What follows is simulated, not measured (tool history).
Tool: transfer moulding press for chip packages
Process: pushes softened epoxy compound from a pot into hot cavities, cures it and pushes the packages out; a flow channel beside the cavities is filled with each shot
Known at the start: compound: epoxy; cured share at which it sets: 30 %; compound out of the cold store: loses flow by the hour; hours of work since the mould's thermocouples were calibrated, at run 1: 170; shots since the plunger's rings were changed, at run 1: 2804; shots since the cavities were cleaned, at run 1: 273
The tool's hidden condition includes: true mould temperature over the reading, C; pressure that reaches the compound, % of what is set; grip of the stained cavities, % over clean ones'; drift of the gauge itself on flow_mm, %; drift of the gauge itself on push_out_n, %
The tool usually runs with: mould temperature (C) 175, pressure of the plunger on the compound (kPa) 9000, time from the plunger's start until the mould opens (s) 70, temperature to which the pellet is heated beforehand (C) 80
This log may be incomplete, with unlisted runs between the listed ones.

run	day	mould temperature (C)	pressure of the plunger on the compound (kPa)	time from the plunger's start until the mould opens (s)	temperature to which the pellet is heated beforehand (C)	hours of work since the mould's thermocouples were calibrated	shots since the plunger's rings were changed	shots since the cavities were cleaned	incoming compound's hours out of the cold store	length that the compound runs in the flow channel (mm)	greatest force on the pins that push the packages out (N)
1	0.000	175	9000	70	80	170	2804	273	8.2	550	738
2	0.400	175	9000	70	80	176	2942	411	16.2	527	792
3	0.675	175	9000	70	80	180	3036	505	17.5	521	850
4	1.083	175	9000	66	80	187	3176	645	38.9	467	933
5	1.508	175	9000	66	80	193	3323	792	10.7	540	1024
# day 1.883: cavities cleaned with cleaning compound and waxed
6	2.008	175	9000	66	80	200	3474	43	11.9	538	568
7	2.292	175	9000	66	80	204	3571	140	9.5	540	683
8	2.612	175	9140	70	80	209	3682	251	44.3	453	689
9	2.875	175	9140	53	80	213	3772	341	23.9	504	1175
10	3.300	175	9000	65	80	220	3917	486	10.7	534	920
11	3.629	175	9000	65	80	225	4031	600	12.6	531	964
12	4.054	175	9000	65	80	232	4177	746	17.9	515	1015
13	4.271	175	9000	65	80	235	4253	822	27.7	487	1057
# day 4.571: cavities cleaned with cleaning compound and waxed
14	4.638	175	9000	65	80	240	4357	23	31.2	477	540
15	5.075	180	9790	62	73	247	4507	173	10.3	549	655
16	5.471	180	9790	62	73	253	4644	310	25.9	505	722
17	5.779	180	9790	62	73	258	4749	415	19.3	522	785
18	6.075	180	9790	62	76	262	4851	517	37.1	476	825

Expected results for the next run?
# day 6.383: plunger's sealing rings changed
19	6.583	180	9840	62	76	268	70	657	39.9	?	?

length that the compound runs in the flow channel (mm): 493
greatest force on the pins that push the packages out (N): 875
Had the tool carried no hidden state, the very same run would have given length that the compound runs in the flow channel (mm) 494, greatest force on the pins that push the packages out (N) 463.
